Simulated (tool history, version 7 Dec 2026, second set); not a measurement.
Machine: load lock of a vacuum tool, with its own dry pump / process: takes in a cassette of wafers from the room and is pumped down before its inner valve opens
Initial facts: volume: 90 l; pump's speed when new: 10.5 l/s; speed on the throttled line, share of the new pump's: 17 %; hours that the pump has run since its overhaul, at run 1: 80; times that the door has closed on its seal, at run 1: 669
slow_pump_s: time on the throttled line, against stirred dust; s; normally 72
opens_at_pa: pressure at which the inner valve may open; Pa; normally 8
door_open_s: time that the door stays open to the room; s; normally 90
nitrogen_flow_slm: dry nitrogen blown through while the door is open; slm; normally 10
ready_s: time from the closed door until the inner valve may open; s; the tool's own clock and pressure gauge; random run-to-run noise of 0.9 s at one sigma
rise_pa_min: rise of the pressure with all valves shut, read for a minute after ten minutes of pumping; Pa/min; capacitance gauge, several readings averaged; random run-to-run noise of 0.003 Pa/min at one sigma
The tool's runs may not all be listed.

run	hour	slow_pump_s	opens_at_pa	door_open_s	nitrogen_flow_slm	hours that the pump has run since its overhaul	times that the door has closed on its seal	incoming humidity of the room's air, %	ready_s	rise_pa_min
1	0	72	8	90	10	80	669	45	140.6	0.058
2	126.8	72	8	90	10	207	885	44.5	140.9	0.059
3	222.1	72	8	90	10	302	1047	42.9	140.8	0.057
4	326.6	72	8	148	10	406	1225	46.4	141	0.08
5	422.2	72	8	148	10	502	1387	45.8	141.7	0.084
6	478.3	72	6	90	10	558	1483	47.6	144.4	0.067
7	569.6	42	8	90	10	649	1638	43	117.1	0.067
8	676.9	42	8	90	10	757	1820	43.2	117.1	0.064
9	779.9	42	8	90	10	860	1995	45.8	117.3	0.068
10	840.7	72	8	27	10	920	2099	45.7	142	0.038
11	893.5	72	8	90	14	973	2188	44	141.9	0.062
12	954.3	72	8	90	14	1034	2292	41.7	142.3	0.063
13	1013.8	72	8	90	10	1094	2393	42	141.9	0.065
14	1138.5	72	8	90	18	1218	2605	43.3	143.6	0.061
15	1244.4	72	8	90	6	1324	2785	43.8	142.6	0.078
16	1352.2	72	8	90	10	1432	2968	43	141.5	0.07
17	1455.4	72	8	90	10	1535	3144	44.3	144.5	0.077
18	1512.7	72	8	34	10	1592	3241	41.3	142.4	0.05
19	1621.8	72	8	34	10	1702	3427	41.3	144.6	0.05
20	1711	72	8	34	10	1791	3578	46.1	142.5	0.057
21	1798.3	41	8	34	10	1878	3727	46.1	117.7	0.061
22	1872.5	41	8	34	10	1952	3853	45.5	117.7	0.058
23	1946.3	38	11	73	7	2026	3978	43.6	112.2	0.081
24	2016.3	140	9	112	10	2096	4097	44.8	201.5	0.097
25	2078.7	72	8	26	10	2158	4203	43.7	144.6	0.059
26	2191.5	72	8	26	10	2271	4395	47.5	144.2	0.07
27	2297.8	72	8	200	10	2378	4576	44.6	144.3	0.125
28	2360.8	72	8	90	20	2441	4683	47	145.8	0.09
29	2421.4	103	6	69	18	2501	4786	47.9	172.2	0.083
30	2548.3	103	6	69	18	2628	5002	46.7	173.3	0.088
31	2664.7	44	9	121	14	2744	5199	49.3	122.2	0.118
32	2739.6	44	13	94	14	2819	5327	46	116.4	0.102
33	2843.5	44	13	87	27	2923	5503	44.5	118.8	0.082
34	2909.5	44	13	81	27	2989	5616	45.3	118.3	0.093
35	3006.7	44	13	81	27	3086	5781	46.4	117.5	0.092
36	3118.3	94	9	34	9	3198	5971	44.9	163.2	0.09

Hidden state or all else? Some run-to-run changes of ready_s, split into what the settings, what came in and random variation would give without the hidden state, and what is left for the hidden state (with any gauge scatter that isn't in both results):
The tool's hidden condition here consists of: pump's speed, % of a new pump's; leak at the door's seal, Pa l/s; drift of the gauge itself on ready_s, %; drift of the gauge itself on rise_pa_min, %.
Run 23 -> 24: slow_pump_s 38 -> 140, opens_at_pa 11 -> 9, door_open_s 73 -> 112, nitrogen_flow_slm 7 -> 10. ready_s +89.3 s: hidden state -0.4, all else +89.7.
Run 24 -> 25: slow_pump_s 140 -> 72, opens_at_pa 9 -> 8, door_open_s 112 -> 26. ready_s -56.9 s: hidden state +0.6, all else -57.5.
Run 30 -> 31: slow_pump_s 103 -> 44, opens_at_pa 6 -> 9, door_open_s 69 -> 121, nitrogen_flow_slm 18 -> 14. ready_s -51.1 s: hidden state +0.6, all else -51.7.

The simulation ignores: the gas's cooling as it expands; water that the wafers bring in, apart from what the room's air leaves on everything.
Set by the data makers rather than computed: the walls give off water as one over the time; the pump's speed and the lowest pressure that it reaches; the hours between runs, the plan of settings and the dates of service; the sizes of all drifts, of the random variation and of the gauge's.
